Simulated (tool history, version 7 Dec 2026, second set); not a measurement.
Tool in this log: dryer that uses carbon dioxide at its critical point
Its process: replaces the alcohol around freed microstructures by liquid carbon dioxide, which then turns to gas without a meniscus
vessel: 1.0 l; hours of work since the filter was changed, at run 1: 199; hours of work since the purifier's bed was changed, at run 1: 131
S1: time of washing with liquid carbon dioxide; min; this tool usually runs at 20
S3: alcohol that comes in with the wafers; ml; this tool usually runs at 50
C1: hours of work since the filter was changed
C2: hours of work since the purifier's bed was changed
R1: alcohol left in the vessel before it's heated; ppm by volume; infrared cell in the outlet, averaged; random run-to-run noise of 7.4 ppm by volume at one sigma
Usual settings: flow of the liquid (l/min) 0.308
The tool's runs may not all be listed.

run 1 hour=0 | S1=20 flow_of_the_liquid_(l/min)=0.308 S3=50 | C1=199 C2=131 | R1=670
run 2 hour=9.9 | S1=20 flow_of_the_liquid_(l/min)=0.308 S3=50 | C1=207 C2=139 | R1=688
run 3 hour=17.5 | S1=20 flow_of_the_liquid_(l/min)=0.308 S3=50 | C1=213 C2=145 | R1=716
run 4 hour=29.1 | S1=20 flow_of_the_liquid_(l/min)=0.308 S3=50 | C1=222 C2=154 | R1=724
run 5 hour=43.7 | S1=20 flow_of_the_liquid_(l/min)=0.308 S3=50 | C1=234 C2=166 | R1=751
run 6 hour=56.6 | S1=20 flow_of_the_liquid_(l/min)=0.308 S3=50 | C1=244 C2=176 | R1=782
run 7 hour=65 | S1=20 flow_of_the_liquid_(l/min)=0.308 S3=50 | C1=251 C2=183 | R1=793
run 8 hour=71.6 | S1=20 flow_of_the_liquid_(l/min)=0.51 S3=50 | C1=256 C2=188 | R1=72
run 9 hour=78.4 | S1=20 flow_of_the_liquid_(l/min)=0.51 S3=50 | C1=261 C2=194 | R1=77
-- hour=89 inlet filter changed
run 10 hour=92.6 | S1=20 flow_of_the_liquid_(l/min)=0.308 S3=50 | C1=3 C2=204 | R1=395
run 11 hour=107.8 | S1=20 flow_of_the_liquid_(l/min)=0.308 S3=50 | C1=15 C2=216 | R1=386
run 12 hour=122 | S1=20 flow_of_the_liquid_(l/min)=0.32 S3=50 | C1=26 C2=227 | R1=345
run 13 hour=130 | S1=20 flow_of_the_liquid_(l/min)=0.32 S3=50 | C1=33 C2=234 | R1=359
run 14 hour=138.6 | S1=20 flow_of_the_liquid_(l/min)=0.308 S3=50 | C1=40 C2=241 | R1=425
run 15 hour=146.1 | S1=20 flow_of_the_liquid_(l/min)=0.308 S3=50 | C1=46 C2=247 | R1=441
run 16 hour=158.5 | S1=20 flow_of_the_liquid_(l/min)=0.308 S3=50 | C1=55 C2=257 | R1=440
run 17 hour=173.1 | S1=20 flow_of_the_liquid_(l/min)=0.308 S3=50 | C1=67 C2=268 | R1=473
run 18 hour=183.6 | S1=20 flow_of_the_liquid_(l/min)=0.308 S3=50 | C1=75 C2=277 | R1=495
run 19 hour=196.1 | S1=20 flow_of_the_liquid_(l/min)=0.308 S3=50 | C1=85 C2=287 | R1=489
run 20 hour=210.8 | S1=20 flow_of_the_liquid_(l/min)=0.308 S3=50 | C1=97 C2=298 | R1=499
run 21 hour=224.4 | S1=20 flow_of_the_liquid_(l/min)=0.308 S3=50 | C1=108 C2=309 | R1=532
run 22 hour=232.9 | S1=20 flow_of_the_liquid_(l/min)=0.44 S3=80 | C1=115 C2=316 | R1=148
run 23 hour=245.3 | S1=20 flow_of_the_liquid_(l/min)=0.44 S3=80 | C1=125 C2=326 | R1=155
run 24 hour=257.3 | S1=20 flow_of_the_liquid_(l/min)=0.44 S3=22 | C1=134 C2=335 | R1=62
run 25 hour=265 | S1=15 flow_of_the_liquid_(l/min)=0.308 S3=50 | C1=140 C2=341 | R1=1753
run 26 hour=278.5 | S1=29 flow_of_the_liquid_(l/min)=0.308 S3=104 | C1=151 C2=352 | R1=200
run 27 hour=287.1 | S1=29 flow_of_the_liquid_(l/min)=0.308 S3=104 | C1=158 C2=359 | R1=200
run 28 hour=299.2 | S1=29 flow_of_the_liquid_(l/min)=0.308 S3=104 | C1=168 C2=369 | R1=205
run 29 hour=310.8 | S1=20 flow_of_the_liquid_(l/min)=0.237 S3=66 | C1=177 C2=378 | R1=2284
run 30 hour=318.7 | S1=16 flow_of_the_liquid_(l/min)=0.308 S3=66 | C1=183 C2=384 | R1=2084
run 31 hour=334 | S1=19 flow_of_the_liquid_(l/min)=0.253 S3=66 | C1=195 C2=397 | R1=2192
run 32 hour=345.6 | S1=25 flow_of_the_liquid_(l/min)=0.309 S3=37 | C1=205 C2=406 | R1=197
run 33 hour=357 | S1=25 flow_of_the_liquid_(l/min)=0.309 S3=37 | C1=214 C2=415 | R1=219
run 34 hour=366.8 | S1=25 flow_of_the_liquid_(l/min)=0.309 S3=37 | C1=221 C2=423 | R1=218
run 35 hour=376.6 | S1=25 flow_of_the_liquid_(l/min)=0.309 S3=37 | C1=229 C2=430 | R1=214
run 36 hour=383.9 | S1=20 flow_of_the_liquid_(l/min)=0.44 S3=45 | C1=235 C2=436 | R1=144
run 37 hour=397.8 | S1=20 flow_of_the_liquid_(l/min)=0.44 S3=45 | C1=246 C2=447 | R1=157
run 38 hour=410.7 | S1=13 flow_of_the_liquid_(l/min)=0.21 S3=30 | C1=257 C2=458 | R1=4930
run 39 hour=423.8 | S1=13 flow_of_the_liquid_(l/min)=0.21 S3=30 | C1=267 C2=468 | R1=4782
-- hour=427.1 inlet filter changed
run 40 hour=437.3 | S1=13 flow_of_the_liquid_(l/min)=0.21 S3=30 | C1=8 C2=478 | R1=3463

Subtracting, for every run, the result it would have given without the tool's unlogged condition from the measured result gives the following. The same run-to-run variation enters both numbers; the gauge's scatter may not:
The tool's hidden condition here consists of: flow that reaches the vessel past the clogged filter, %; alcohol in the recycled carbon dioxide, ppm; drift of the gauge itself on alcohol_ppm, %.
run=1 R1=+312
run=2 R1=+331
run=3 R1=+345
run=4 R1=+362
run=5 R1=+394
run=6 R1=+416
run=7 R1=+432
run=8 R1=+55
run=9 R1=+58
run=10 R1=+26
run=11 R1=+39
run=12 R1=+47
run=13 R1=+55
run=14 R1=+69
run=15 R1=+78
run=16 R1=+88
run=17 R1=+109
run=18 R1=+124
run=19 R1=+135
run=20 R1=+154
run=21 R1=+171
run=22 R1=+72
run=23 R1=+79
run=24 R1=+41
run=25 R1=+520
run=26 R1=+109
run=27 R1=+111
run=28 R1=+119
run=29 R1=+826
run=30 R1=+793
run=31 R1=+861
run=32 R1=+120
run=33 R1=+129
run=34 R1=+135
run=35 R1=+139
run=36 R1=+106
run=37 R1=+113
run=38 R1=+1517
run=39 R1=+1519
run=40 R1=+75

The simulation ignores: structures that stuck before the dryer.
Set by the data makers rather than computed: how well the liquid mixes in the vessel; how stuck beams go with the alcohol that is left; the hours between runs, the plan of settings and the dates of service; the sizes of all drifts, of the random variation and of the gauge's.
